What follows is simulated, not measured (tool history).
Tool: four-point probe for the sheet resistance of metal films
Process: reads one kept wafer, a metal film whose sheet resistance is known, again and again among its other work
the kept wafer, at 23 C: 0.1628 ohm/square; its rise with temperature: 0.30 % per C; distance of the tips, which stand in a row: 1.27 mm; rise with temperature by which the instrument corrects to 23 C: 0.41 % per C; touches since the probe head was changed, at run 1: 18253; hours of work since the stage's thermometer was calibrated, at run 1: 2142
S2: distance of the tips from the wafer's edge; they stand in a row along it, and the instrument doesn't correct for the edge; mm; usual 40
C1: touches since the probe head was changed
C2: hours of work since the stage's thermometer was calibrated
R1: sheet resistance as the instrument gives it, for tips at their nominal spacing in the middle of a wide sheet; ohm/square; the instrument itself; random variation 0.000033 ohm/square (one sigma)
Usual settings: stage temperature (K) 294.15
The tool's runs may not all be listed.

Run 1, hour 0: usual settings; C1 18253; C2 2142. Result: R1 0.161935 ohm/square.
Run 2, hour 24.8: usual settings but S2 8 mm; C1 18678; C2 2160. Result: R1 0.163999 ohm/square.
Run 3, hour 49.7: usual settings but S2 8 mm; C1 19103; C2 2177. Result: R1 0.163988 ohm/square.
Run 4, hour 95.3: usual settings but S2 8 mm; C1 19882; C2 2208. Result: R1 0.163968 ohm/square.
Run 5, hour 127.5: usual settings but S2 4 mm; C1 20434; C2 2231. Result: R1 0.170139 ohm/square.
Run 6, hour 172.7: usual settings but S2 4 mm; C1 21206; C2 2262. Result: R1 0.170119 ohm/square.
Run 7, hour 200.4: usual settings but S2 4 mm; C1 21679; C2 2281. Result: R1 0.170082 ohm/square.
Run 8, hour 249.3: usual settings; C1 22515; C2 2315. Result: R1 0.161867 ohm/square.
Run 9, hour 276.6: usual settings; C1 22981; C2 2334. Result: R1 0.161867 ohm/square.
Run 10, hour 311.4: usual settings; C1 23576; C2 2358. Result: R1 0.161884 ohm/square.
Run 11, hour 354.3: usual settings; C1 24309; C2 2387. Result: R1 0.161897 ohm/square.
Run 12, hour 391.3: usual settings but stage temperature (K) 306.15; C1 24943; C2 2413. Result: R1 0.1597 ohm/square.
Run 13, hour 425: usual settings but stage temperature (K) 306.15; C1 25518; C2 2436. Result: R1 0.159695 ohm/square.
Run 14, hour 451.2: usual settings but stage temperature (K) 306.15; C1 25965; C2 2455. Result: R1 0.159605 ohm/square.
Run 15, hour 488.2: usual settings but stage temperature (K) 297.15, S2 64 mm; C1 26598; C2 2480. Result: R1 0.161167 ohm/square.
Run 16, hour 514.9: usual settings but stage temperature (K) 297.15, S2 5 mm; C1 27055; C2 2499. Result: R1 0.166498 ohm/square.
Run 17, hour 549.4: usual settings but stage temperature (K) 295.15, S2 16 mm; C1 27645; C2 2523. Result: R1 0.162027 ohm/square.
Run 18, hour 590.5: usual settings but stage temperature (K) 295.15, S2 16 mm; C1 28346; C2 2551. Result: R1 0.162008 ohm/square.
Run 19, hour 634.7: usual settings but stage temperature (K) 295.15, S2 16 mm; C1 29102; C2 2581. Result: R1 0.162043 ohm/square.
Run 20, hour 667.9: usual settings but stage temperature (K) 295.15, S2 16 mm; C1 29671; C2 2604. Result: R1 0.161992 ohm/square.
Run 21, hour 707: usual settings but stage temperature (K) 295.15, S2 16 mm; C1 30339; C2 2632. Result: R1 0.161947 ohm/square.
Run 22, hour 758.3: usual settings but stage temperature (K) 292.15, S2 61 mm; C1 31215; C2 2667. Result: R1 0.162049 ohm/square.
Run 23, hour 798: usual settings but stage temperature (K) 292.15, S2 61 mm; C1 31894; C2 2694. Result: R1 0.162025 ohm/square.
Run 24, hour 843.5: usual settings but stage temperature (K) 292.15, S2 59 mm; C1 32672; C2 2726. Result: R1 0.161992 ohm/square.
Run 25, hour 869.7: usual settings but stage temperature (K) 292.15, S2 59 mm; C1 33119; C2 2744. Result: R1 0.161963 ohm/square.
Run 26, hour 923.5: usual settings but stage temperature (K) 292.15, S2 59 mm; C1 34038; C2 2781. Result: R1 0.162026 ohm/square.
Run 27, hour 960: usual settings but stage temperature (K) 292.15, S2 59 mm; C1 34663; C2 2807. Result: R1 0.161954 ohm/square.

4 ways to go on from here, each from the tool as it stands after run 27. What would each give?
Run A, hour 1002: usual settings but stage temperature (K) 292.15, S2 22 mm; C1 35380; C2 2836. Result: R1 ?.
Run B, hour 1002: usual settings but S2 10 mm; C1 35380; C2 2836. Result: R1 ?.
Run C, hour 1002: usual settings but stage temperature (K) 303.15, S2 34 mm; C1 35380; C2 2836. Result: R1 ?.
Run D, hour 1002: usual settings but S2 14 mm; C1 35380; C2 2836. Result: R1 ?.

run        R1
  A  0.162236
  B  0.162927
  C  0.160043
  D  0.162227
Without the tool's hidden state the same runs would have given:
run        R1
  A  0.163869
  B  0.164565
  C  0.161642
  D  0.163858

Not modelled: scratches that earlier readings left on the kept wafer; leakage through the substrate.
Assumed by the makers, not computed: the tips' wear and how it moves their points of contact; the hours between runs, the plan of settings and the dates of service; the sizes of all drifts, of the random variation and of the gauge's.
